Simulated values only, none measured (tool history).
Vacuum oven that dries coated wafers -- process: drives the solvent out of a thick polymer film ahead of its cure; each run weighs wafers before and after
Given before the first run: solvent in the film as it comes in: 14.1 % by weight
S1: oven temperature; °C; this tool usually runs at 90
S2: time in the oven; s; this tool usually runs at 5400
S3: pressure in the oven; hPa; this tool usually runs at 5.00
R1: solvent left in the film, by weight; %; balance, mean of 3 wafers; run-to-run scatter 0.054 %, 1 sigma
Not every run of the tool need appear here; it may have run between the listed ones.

Run 1, hour 0.0: usual settings. Result: R1 2.60 %.
Run 2, hour 42.0: usual settings. Result: R1 2.59 %.
Run 3, hour 80.0: usual settings but S1 86 °C. Result: R1 3.69 %.
Run 4, hour 149.2: usual settings but S2 3360 s. Result: R1 4.55 %.
Run 5, hour 209.3: usual settings but S1 82 °C, S2 3360 s. Result: R1 6.51 %.
Run 6, hour 269.4: usual settings but S1 94 °C. Result: R1 1.90 %.
At hour 276.6: oven's thermocouples calibrated.
Run 7, hour 330.6: usual settings. Result: R1 2.04 %.
Run 8, hour 409.6: usual settings but S3 8.68 hPa. Result: R1 2.32 %.
Run 9, hour 461.4: usual settings. Result: R1 2.06 %.
Run 10, hour 501.3: usual settings but S1 100 °C. Result: R1 0.66 %.
Run 11, hour 566.8: usual settings but S1 100 °C. Result: R1 0.69 %.
Run 12, hour 608.2: usual settings but S1 100 °C. Result: R1 0.77 %.
Run 13, hour 664.5: usual settings but S3 8.71 hPa. Result: R1 2.35 %.
Run 14, hour 736.0: usual settings but S2 7260 s. Result: R1 1.35 %.
Run 15, hour 818.1: usual settings but S2 7260 s. Result: R1 1.23 %.
Run 16, hour 858.6: usual settings but S1 84 °C. Result: R1 3.41 %.
Run 17, hour 924.2: usual settings but S1 84 °C. Result: R1 3.47 %.
Run 18, hour 994.8: usual settings but S1 84 °C. Result: R1 3.53 %.
Run 19, hour 1038.0: usual settings but S1 84 °C. Result: R1 3.71 %.
Run 20, hour 1090.7: usual settings but S2 6420 s. Result: R1 1.85 %.
Run 21, hour 1134.9: usual settings but S2 4860 s, S3 12.04 hPa. Result: R1 2.95 %.
Run 22, hour 1196.7: usual settings but S2 4860 s, S3 12.04 hPa. Result: R1 2.96 %.

What does the tool deliver on the next run?
At hour 1202.3: vacuum gauge cleaned of residue and calibrated.
Run 23, hour 1234.9: usual settings but S2 4860 s, S3 12.04 hPa. Result: R1 ?.

R1: 3.08 %
With the hidden condition absent and the run-to-run variation left alone, this run would have shown R1 2.70 %.
